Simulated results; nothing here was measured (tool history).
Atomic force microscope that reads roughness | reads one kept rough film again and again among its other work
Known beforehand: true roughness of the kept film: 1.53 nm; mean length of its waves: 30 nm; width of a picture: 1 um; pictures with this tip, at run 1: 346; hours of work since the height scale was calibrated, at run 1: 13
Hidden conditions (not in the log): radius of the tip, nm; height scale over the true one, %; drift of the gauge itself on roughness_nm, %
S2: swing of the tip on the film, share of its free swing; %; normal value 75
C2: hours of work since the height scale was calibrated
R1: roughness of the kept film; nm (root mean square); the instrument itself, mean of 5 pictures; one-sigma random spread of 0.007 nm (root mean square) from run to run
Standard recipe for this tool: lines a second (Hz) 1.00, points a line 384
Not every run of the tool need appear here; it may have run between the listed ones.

{"run": 1, "hour": 0.0, "lines a second (Hz)": 1.0, "S2": 75, "points a line": 384, "pictures with this tip": 346, "C2": 13, "R1": 1.361}
{"hour": 11.3, "done": "new tip fitted"}
{"run": 2, "hour": 14.2, "lines a second (Hz)": 1.0, "S2": 77, "points a line": 384, "pictures with this tip": 3, "C2": 24, "R1": 1.447}
{"run": 3, "hour": 26.0, "lines a second (Hz)": 0.81, "S2": 75, "points a line": 384, "pictures with this tip": 19, "C2": 34, "R1": 1.438}
{"run": 4, "hour": 42.0, "lines a second (Hz)": 1.0, "S2": 75, "points a line": 384, "pictures with this tip": 40, "C2": 46, "R1": 1.424}
{"run": 5, "hour": 49.6, "lines a second (Hz)": 1.0, "S2": 75, "points a line": 384, "pictures with this tip": 50, "C2": 52, "R1": 1.427}
{"run": 6, "hour": 62.1, "lines a second (Hz)": 1.0, "S2": 75, "points a line": 384, "pictures with this tip": 66, "C2": 62, "R1": 1.42}
{"run": 7, "hour": 79.6, "lines a second (Hz)": 1.0, "S2": 75, "points a line": 384, "pictures with this tip": 89, "C2": 76, "R1": 1.418}
{"run": 8, "hour": 89.8, "lines a second (Hz)": 1.0, "S2": 75, "points a line": 384, "pictures with this tip": 103, "C2": 84, "R1": 1.419}
{"run": 9, "hour": 103.7, "lines a second (Hz)": 1.0, "S2": 75, "points a line": 384, "pictures with this tip": 121, "C2": 95, "R1": 1.423}
{"run": 10, "hour": 118.6, "lines a second (Hz)": 3.19, "S2": 75, "points a line": 384, "pictures with this tip": 141, "C2": 107, "R1": 1.351}
{"run": 11, "hour": 129.7, "lines a second (Hz)": 1.18, "S2": 75, "points a line": 384, "pictures with this tip": 155, "C2": 115, "R1": 1.41}
{"run": 12, "hour": 141.4, "lines a second (Hz)": 1.18, "S2": 75, "points a line": 384, "pictures with this tip": 170, "C2": 125, "R1": 1.404}
{"run": 13, "hour": 149.4, "lines a second (Hz)": 1.01, "S2": 75, "points a line": 675, "pictures with this tip": 181, "C2": 131, "R1": 1.403}
{"run": 14, "hour": 164.7, "lines a second (Hz)": 1.66, "S2": 75, "points a line": 384, "pictures with this tip": 201, "C2": 143, "R1": 1.373}
{"run": 15, "hour": 179.3, "lines a second (Hz)": 1.66, "S2": 75, "points a line": 384, "pictures with this tip": 220, "C2": 154, "R1": 1.387}
{"run": 16, "hour": 197.0, "lines a second (Hz)": 1.66, "S2": 75, "points a line": 498, "pictures with this tip": 243, "C2": 168, "R1": 1.38}
{"run": 17, "hour": 205.4, "lines a second (Hz)": 1.07, "S2": 75, "points a line": 498, "pictures with this tip": 254, "C2": 175, "R1": 1.395}
{"run": 18, "hour": 220.3, "lines a second (Hz)": 1.07, "S2": 75, "points a line": 498, "pictures with this tip": 274, "C2": 187, "R1": 1.38}

Entry by entry between the runs, the difference in hidden state between the last listed run before and the first listed run after:
Runs 1 to 2: new tip fitted (hour 11.3)
  radius of the tip, nm: 13.6 -> 5.1; height scale over the true one, %: 0.02 -> 0.03
  measured value less the no-hidden-state value, R1: -0.076 -> -0.001 nm (root mean square)

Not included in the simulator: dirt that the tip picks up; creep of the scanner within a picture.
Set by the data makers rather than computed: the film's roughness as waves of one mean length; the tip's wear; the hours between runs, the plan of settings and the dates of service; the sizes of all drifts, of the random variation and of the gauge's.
